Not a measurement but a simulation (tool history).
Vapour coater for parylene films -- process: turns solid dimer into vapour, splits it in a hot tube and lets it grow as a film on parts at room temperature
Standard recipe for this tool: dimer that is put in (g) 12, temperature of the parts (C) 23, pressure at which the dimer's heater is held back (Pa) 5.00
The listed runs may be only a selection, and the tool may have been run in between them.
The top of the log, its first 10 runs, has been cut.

run	hour	dimer that is put in (g)	temperature of the parts (C)	pressure at which the dimer's heater is held back (Pa)	hours of work since the trap's valve was overhauled	hours of work since the table's thermometer was calibrated	thickness of the film (nm)
11	156.7	12	23	2.10	16	76	3290
12	166.8	12	23	5.00	21	80	2760
13	175.8	7	23	5.00	24	84	1610
14	191.1	7	23	5.00	31	90	1590
15	209.4	12	23	2.10	38	98	3280
16	227.1	12	23	3.13	46	105	3020
17	244.0	12	23	3.13	53	112	3000
18	263.8	12	34	3.13	61	121	1850
19	279.7	12	34	3.13	67	127	1860
20	300.3	9	23	5.00	76	136	2030
21	311.7	9	23	5.00	81	140	2020
22	332.1	9	23	5.00	89	149	2040
23	345.4	5	23	5.00	95	154	1090
24	357.8	5	33	11.11	100	160	640
25	370.5	12	23	9.04	105	165	2340
26	388.2	12	16	2.92	112	172	3990
27	405.5	12	16	2.92	119	179	4030
28	423.6	7	19	4.08	127	187	1920
29	442.6	6	21	4.08	135	195	1500
30	463.2	6	21	4.08	143	203	1510
31	472.3	6	21	4.08	147	207	1480
32	485.1	12	32	5.00	152	212	1800
33	500.4	12	32	5.00	159	219	1810

Estimate the outcome of run 34 from the log above:
34	521.5	6	24	5.00	168	227	?

Run 34 gave thickness of the film (nm) 1260.
The same run, on a tool lacking any hidden state, would have yielded thickness of the film (nm) 1350.

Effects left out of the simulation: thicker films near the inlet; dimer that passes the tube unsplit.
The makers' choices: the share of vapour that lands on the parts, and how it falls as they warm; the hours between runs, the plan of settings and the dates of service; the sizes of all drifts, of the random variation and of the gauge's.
